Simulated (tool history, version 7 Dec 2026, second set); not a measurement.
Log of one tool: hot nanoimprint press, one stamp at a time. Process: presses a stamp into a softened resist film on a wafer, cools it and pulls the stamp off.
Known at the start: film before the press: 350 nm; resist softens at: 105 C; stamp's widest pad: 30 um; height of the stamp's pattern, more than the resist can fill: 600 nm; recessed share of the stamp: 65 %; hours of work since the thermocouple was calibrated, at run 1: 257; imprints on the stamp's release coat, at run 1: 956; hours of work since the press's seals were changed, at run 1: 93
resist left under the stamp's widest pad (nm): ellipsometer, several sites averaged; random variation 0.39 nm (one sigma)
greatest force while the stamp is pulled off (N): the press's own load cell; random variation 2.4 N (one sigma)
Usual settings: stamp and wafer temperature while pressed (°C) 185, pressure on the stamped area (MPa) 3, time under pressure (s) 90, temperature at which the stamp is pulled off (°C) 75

run	day	stamp and wafer temperature while pressed (°C)	pressure on the stamped area (MPa)	time under pressure (s)	temperature at which the stamp is pulled off (°C)	hours of work since the thermocouple was calibrated	imprints on the stamp's release coat	hours of work since the press's seals were changed	resist left under the stamp's widest pad (nm)	greatest force while the stamp is pulled off (N)
1	0	185	3	90	75	257	956	93	134.2	208
2	0.496	185	3	90	75	262	980	98	134.2	204
3	0.992	185	3	90	75	267	1004	103	134.7	208
4	1.35	185	3	90	75	271	1021	107	134.5	203
5	1.612	185	3	90	75	274	1034	109	134.2	211
6	2.108	185	3	90	75	279	1057	114	134.3	204
7	2.408	185	3	133	75	282	1072	117	115.2	208
8	2.879	185	3	90	82	287	1095	122	134.8	178
9	3.296	185	3	90	75	291	1115	126	134.4	211
10	3.558	185	3	90	75	294	1127	129	135.2	204
11	3.821	185	3	90	75	296	1140	132	134.7	210
12	4.046	185	3	90	75	298	1150	134	134.6	213
13	4.4	185	3	90	75	302	1167	138	134.1	203
14	4.679	185	3	54	75	305	1181	141	163.4	211
15	5.158	185	3	54	75	310	1204	146	163.9	203
16	5.654	179	4.54	62	75	315	1228	151	163.7	212
17	5.971	182	4.59	90	60	318	1243	154	124.7	278
18	6.279	195	4.59	90	63	321	1258	157	73.4	259
19	6.538	195	4.59	90	63	324	1270	160	73.3	263
# day 6.929: plate thermocouple calibrated
20	6.958	189	3.75	105	78	0	1284	163	99.9	198
21	7.288	189	3.75	105	78	4	1300	166	99.7	198
22	7.733	193	3.35	105	78	8	1322	171	89.6	201
23	8.108	185	3	125	67	12	1339	174	122	252
24	8.517	185	3	125	67	16	1359	179	121.5	256
25	8.792	185	2.48	125	69	19	1372	181	132.3	241
26	9.242	185	3.4	98	73	24	1394	186	126.2	226
27	9.567	190	3.49	174	74	27	1410	189	79	218
28	9.842	190	3.49	174	74	30	1423	192	79.1	219
29	10.079	190	2.4	174	74	32	1434	195	95.7	218

Hidden state at the last listed run before each entry between runs and at the first one after, where it differs:
Between runs 19 and 20: plate thermocouple calibrated (day 6.929)
  true temperature over the reading, C: 1.07 -> 0.17; pressure that arrives at the usual setting, %: 98.58 -> 98.56; grip of the stamp's worn release coat, % over a new coat's: 9.7 -> 9.8
  measured less the result without the state, resist left under the stamp's widest pad (nm): -2.3 -> +0.2; greatest force while the stamp is pulled off (N): +19 -> +17

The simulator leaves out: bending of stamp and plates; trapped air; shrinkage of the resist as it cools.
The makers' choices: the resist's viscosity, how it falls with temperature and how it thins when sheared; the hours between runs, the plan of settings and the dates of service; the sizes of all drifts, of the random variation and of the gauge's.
